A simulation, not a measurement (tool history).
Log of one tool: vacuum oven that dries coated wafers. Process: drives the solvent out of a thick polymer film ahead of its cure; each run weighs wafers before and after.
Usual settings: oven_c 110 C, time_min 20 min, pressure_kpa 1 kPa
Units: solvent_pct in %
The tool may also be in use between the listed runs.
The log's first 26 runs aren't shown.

run     day  oven_c  time_min  pressure_kpa  hours of work since the thermocouples were calibrated  hours of work since the vacuum gauge was cleaned of residue  solvent_pct
 27   26.25      97        18          0.53                                                   1374                                                         1176        3.068
 28  26.904      95        23          3.04                                                   1387                                                         1188        3.575
 29  27.892      95        23          3.04                                                   1405                                                         1206        3.559
 30  28.862     116        20          0.72                                                   1423                                                         1224        0.689
 31  29.471     110        23             1                                                   1435                                                         1236        0.951
 32  30.475     118        12          3.18                                                   1453                                                         1254        2.184
 33  31.062     118        12          0.58                                                   1464                                                         1265         1.64
     32.033  -- oven's thermocouples calibrated
 34  32.479      98        25          0.83                                                      8                                                         1290        2.155
 35  33.154     102        25          2.63                                                     21                                                         1303        2.357
 36  34.483     102        25          2.63                                                     46                                                         1328        2.316
 37  35.638     102        25          2.63                                                     67                                                         1349        2.345
 38  36.392      98        34          2.06                                                     81                                                         1363        1.876
 39  37.262     107        11          0.89                                                     98                                                         1379        3.836
 40  38.454     101        19          2.89                                                    120                                                         1402        3.398
 41  39.804     100        19          2.89                                                    145                                                         1427        3.571
 42  40.575     110        34          0.64                                                    159                                                         1441        0.441
 43  41.283     110        34          0.64                                                    173                                                         1454        0.452
 44  42.429     110        34          0.64                                                    194                                                         1476        0.446
 45  43.075     107        35             1                                                    206                                                         1488         0.67
 46  43.958     107        35             1                                                    222                                                         1504        0.683

Forecast each of these 5 alternatives for the next run:
  A  44.833     122        26             2                                                    239                                                         1521            ?
  B  44.833     107        35           2.8                                                    239                                                         1521            ?
  C  44.833     105        12             1                                                    239                                                         1521            ?
  D  44.833     107        17          1.51                                                    239                                                         1521            ?
  E  44.833     111        36          2.16                                                    239                                                         1521            ?

run  solvent_pct
  A        0.558
  B        1.291
  C        3.803
  D        2.354
  E        0.821
Without the tool's hidden state the same runs would have given:
run  solvent_pct
  A        0.542
  B        1.279
  C        3.865
  D        2.395
  E        0.798
